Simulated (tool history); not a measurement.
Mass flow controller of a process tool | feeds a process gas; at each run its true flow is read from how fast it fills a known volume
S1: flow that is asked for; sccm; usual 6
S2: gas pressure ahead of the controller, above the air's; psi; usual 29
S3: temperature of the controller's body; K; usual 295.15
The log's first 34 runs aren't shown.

run 35 hour=2151.1 | S1=14 S2=33.9 S3=305.15 | true_flow_(%)=99.37
run 36 hour=2203.7 | S1=14 S2=27.4 S3=304.15 | true_flow_(%)=99.13
run 37 hour=2251.3 | S1=14 S2=27.4 S3=304.15 | true_flow_(%)=99.26
run 38 hour=2327.8 | S1=5 S2=32.6 S3=302.15 | true_flow_(%)=97.94
run 39 hour=2408.7 | S1=5 S2=24.7 S3=297.15 | true_flow_(%)=97.43
run 40 hour=2477.9 | S1=6 S2=21.5 S3=312.15 | true_flow_(%)=98.27
run 41 hour=2534.7 | S1=7 S2=36.8 S3=313.15 | true_flow_(%)=98.89
run 42 hour=2621.7 | S1=7 S2=38 S3=306.15 | true_flow_(%)=98.59
run 43 hour=2696.7 | S1=5 S2=38 S3=300.15 | true_flow_(%)=97.96
run 44 hour=2791.6 | S1=6 S2=33.1 S3=295.15 | true_flow_(%)=97.67
run 45 hour=2854.4 | S1=6 S2=30.5 S3=296.15 | true_flow_(%)=97.73
run 46 hour=2895.9 | S1=6 S2=30.5 S3=305.15 | true_flow_(%)=98.13
run 47 hour=2962.9 | S1=6 S2=30.5 S3=305.15 | true_flow_(%)=97.99
run 48 hour=3034.6 | S1=13 S2=38.9 S3=306.15 | true_flow_(%)=99.49

3 ways to go on from here, each from the tool as it stands after run 48. What would each give?
run A hour=3094 | S1=2 S2=29 S3=295.15 | true_flow_(%)=?
run B hour=3094 | S1=11 S2=29 S3=297.15 | true_flow_(%)=?
run C hour=3094 | S1=13 S2=34.1 S3=300.15 | true_flow_(%)=?

run=A true_flow_(%)=96.07
run=B true_flow_(%)=98.26
run=C true_flow_(%)=98.85
Without the tool's hidden state the same runs would have given:
run=A true_flow_(%)=97.83
run=B true_flow_(%)=98.83
run=C true_flow_(%)=99.38
